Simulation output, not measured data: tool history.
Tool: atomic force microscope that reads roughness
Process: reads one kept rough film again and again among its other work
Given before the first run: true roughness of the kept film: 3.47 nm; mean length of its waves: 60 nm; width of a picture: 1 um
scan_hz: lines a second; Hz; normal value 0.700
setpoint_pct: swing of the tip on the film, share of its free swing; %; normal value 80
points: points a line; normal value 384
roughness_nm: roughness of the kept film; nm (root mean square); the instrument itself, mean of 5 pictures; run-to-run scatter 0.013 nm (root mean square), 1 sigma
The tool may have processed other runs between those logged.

run	hour	scan_hz	setpoint_pct	points	roughness_nm
1	0.0	0.700	80	384	3.154
2	17.1	0.700	63	384	3.214
3	28.7	0.700	63	384	3.192
4	39.9	0.700	80	614	3.100
5	61.6	0.700	80	614	3.067
6	79.4	0.700	80	384	3.030
7	99.0	0.700	80	384	3.166
8	115.4	0.700	80	384	3.143
9	135.3	0.700	80	384	3.132
10	151.8	0.700	80	384	3.102
11	167.1	0.700	80	384	3.090
12	181.0	0.700	80	384	3.057
13	200.6	0.700	80	384	3.021
14	215.8	0.700	80	699	3.183
15	227.6	0.700	80	384	3.167
16	243.0	0.700	80	384	3.127
17	260.6	0.700	80	384	3.110
18	282.8	0.717	80	384	3.080
19	300.6	0.700	80	649	3.057
20	325.1	0.700	80	649	3.013
21	348.0	0.700	80	649	3.150
22	359.5	0.700	80	649	3.130
23	378.6	0.700	80	649	3.093
24	391.0	0.700	80	649	3.077
25	405.6	0.700	80	649	3.100
26	427.3	0.531	86	399	3.041
27	437.7	0.677	86	361	2.975
28	457.7	0.675	85	400	3.140
29	478.8	0.712	56	410	3.229
30	502.7	3.211	80	624	2.655
31	521.1	3.211	80	624	2.638
32	536.9	3.211	80	624	2.611
33	554.6	3.211	80	624	2.602
34	566.1	3.211	76	624	2.802
35	589.1	0.596	88	265	3.112
36	603.0	0.700	80	725	3.122
37	626.6	0.700	80	725	3.086
38	651.5	1.949	80	497	2.830
39	672.9	3.132	67	766	2.878
40	692.0	0.700	80	365	3.144
41	717.3	0.847	62	440	3.231
42	735.7	0.847	62	440	3.167
43	748.9	0.847	62	440	3.157
44	773.7	2.106	60	384	3.031
45	785.7	2.106	58	384	3.067
46	807.5	2.677	87	681	2.621
47	824.0	1.908	64	400	3.108
48	848.3	1.908	64	400	3.081
49	870.5	2.731	68	865	2.925
50	886.6	1.237	77	257	2.980

Not shown: 7 entries that the log had between the listed runs. Between which runs, and how does the tool's hidden state differ before and after?
From run 6 to run 7: new tip fitted (hour 96.4)
  radius of the tip, nm: 22.3 -> 11.1
  difference, measured minus the result without the unlogged condition, roughness_nm: -0.141 -> -0.018 nm (root mean square)
From run 13 to run 14: new tip fitted (hour 213.4)
  radius of the tip, nm: 22.6 -> 10.5
  difference, measured minus the result without the unlogged condition, roughness_nm: -0.145 -> -0.011 nm (root mean square)
From run 20 to run 21: new tip fitted (hour 329.7)
  radius of the tip, nm: 24 -> 13.2
  difference, measured minus the result without the unlogged condition, roughness_nm: -0.160 -> -0.043 nm (root mean square)
From run 27 to run 28: new tip fitted (hour 445.9)
  radius of the tip, nm: 24.2 -> 11.9
  difference, measured minus the result without the unlogged condition, roughness_nm: -0.162 -> -0.029 nm (root mean square)
From run 33 to run 34: new tip fitted (hour 562.1)
  radius of the tip, nm: 23.4 -> 10.7; height scale over the true one, %: -0.24 -> -0.25
  difference, measured minus the result without the unlogged condition, roughness_nm: -0.135 -> -0.014 nm (root mean square)
From run 39 to run 40: new tip fitted (hour 678.2)
  radius of the tip, nm: 23.1 -> 11.8
  difference, measured minus the result without the unlogged condition, roughness_nm: -0.146 -> -0.030 nm (root mean square)
From run 45 to run 46: new tip fitted (hour 793.8)
  radius of the tip, nm: 23.9 -> 12; height scale over the true one, %: -0.29 -> -0.3
  difference, measured minus the result without the unlogged condition, roughness_nm: -0.165 -> -0.028 nm (root mean square)

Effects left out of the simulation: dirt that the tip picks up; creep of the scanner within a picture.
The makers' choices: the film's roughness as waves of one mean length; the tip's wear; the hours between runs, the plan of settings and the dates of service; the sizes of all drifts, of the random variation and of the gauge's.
